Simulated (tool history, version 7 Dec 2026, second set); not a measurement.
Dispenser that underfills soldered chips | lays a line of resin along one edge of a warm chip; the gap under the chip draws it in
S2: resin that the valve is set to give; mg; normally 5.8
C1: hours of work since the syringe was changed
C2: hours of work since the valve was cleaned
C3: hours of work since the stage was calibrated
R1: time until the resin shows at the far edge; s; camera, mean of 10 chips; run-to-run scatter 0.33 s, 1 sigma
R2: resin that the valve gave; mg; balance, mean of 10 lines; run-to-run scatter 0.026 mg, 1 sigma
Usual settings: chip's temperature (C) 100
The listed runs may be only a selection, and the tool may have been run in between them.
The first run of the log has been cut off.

-- day=0.158 new syringe of resin
run 2 day=0.329 | chip's_temperature_(C)=100 S2=6.82 | C1=3 C2=36 C3=205 | R1=16.5 R2=6.69
run 3 day=0.579 | chip's_temperature_(C)=100 S2=6.82 | C1=6 C2=40 C3=209 | R1=19.9 R2=6.64
-- day=0.654 new syringe of resin
run 4 day=0.946 | chip's_temperature_(C)=100 S2=5.8 | C1=4 C2=45 C3=214 | R1=18.4 R2=5.6
-- day=1.167 new syringe of resin
run 5 day=1.212 | chip's_temperature_(C)=100 S2=5.8 | C1=1 C2=49 C3=218 | R1=15.6 R2=5.59
run 6 day=1.583 | chip's_temperature_(C)=100 S2=5.72 | C1=6 C2=55 C3=224 | R1=20.5 R2=5.52
-- day=1.683 new syringe of resin
-- day=1.75 dispensing valve cleaned and set on the balance
run 7 day=1.871 | chip's_temperature_(C)=100 S2=5.72 | C1=2 C2=2 C3=227 | R1=16.8 R2=5.7
run 8 day=2.067 | chip's_temperature_(C)=100 S2=5.72 | C1=5 C2=5 C3=230 | R1=19.7 R2=5.67
-- day=2.233 new syringe of resin
run 9 day=2.325 | chip's_temperature_(C)=100 S2=5.72 | C1=1 C2=9 C3=234 | R1=15.3 R2=5.69
run 10 day=2.683 | chip's_temperature_(C)=100 S2=5.72 | C1=7 C2=14 C3=240 | R1=21.1 R2=5.66
-- day=2.733 new syringe of resin
run 11 day=3.067 | chip's_temperature_(C)=105 S2=5.8 | C1=5 C2=20 C3=245 | R1=16.4 R2=5.7
-- day=3.254 new syringe of resin
run 12 day=3.429 | chip's_temperature_(C)=102 S2=5.8 | C1=3 C2=25 C3=251 | R1=15.4 R2=5.68
-- day=3.771 new syringe of resin
run 13 day=3.779 | chip's_temperature_(C)=102 S2=5.8 | C1=0 C2=30 C3=256 | R1=13.9 R2=5.65
run 14 day=4.121 | chip's_temperature_(C)=102 S2=5.55 | C1=5 C2=35 C3=261 | R1=18.2 R2=5.45
-- day=4.283 new syringe of resin
run 15 day=4.508 | chip's_temperature_(C)=102 S2=5.55 | C1=3 C2=41 C3=267 | R1=17.2 R2=5.39
run 16 day=4.729 | chip's_temperature_(C)=100 S2=6.52 | C1=7 C2=45 C3=270 | R1=21.4 R2=6.35
-- day=4.812 new syringe of resin
run 17 day=5.062 | chip's_temperature_(C)=100 S2=5.64 | C1=4 C2=50 C3=275 | R1=18.3 R2=5.5
-- day=5.317 new syringe of resin
run 18 day=5.354 | chip's_temperature_(C)=100 S2=5.42 | C1=1 C2=54 C3=279 | R1=15.7 R2=5.22
-- day=5.567 dispensing valve cleaned and set on the balance
run 19 day=5.679 | chip's_temperature_(C)=100 S2=5.42 | C1=5 C2=2 C3=284 | R1=20.5 R2=5.42
-- day=5.888 new syringe of resin
run 20 day=6.092 | chip's_temperature_(C)=87 S2=5.2 | C1=3 C2=8 C3=290 | R1=26.9 R2=5.18
run 21 day=6.321 | chip's_temperature_(C)=87 S2=7.01 | C1=7 C2=11 C3=293 | R1=31.1 R2=6.98
-- day=6.392 new syringe of resin
run 22 day=6.521 | chip's_temperature_(C)=112 S2=7.01 | C1=2 C2=14 C3=296 | R1=11 R2=6.88
run 23 day=6.8 | chip's_temperature_(C)=112 S2=7.01 | C1=6 C2=19 C3=300 | R1=14.1 R2=6.92

Run 24, settings as shown, results not yet in. Your forecast:
-- day=6.896 new syringe of resin
run 24 day=6.988 | chip's_temperature_(C)=112 S2=7.01 | C1=1 C2=21 C3=303 | R1=? R2=?

R1: 10.8 s
R2: 6.94 mg
Had the tool carried no hidden state, the very same run would have given R1 9.6 s, R2 7.03 mg.
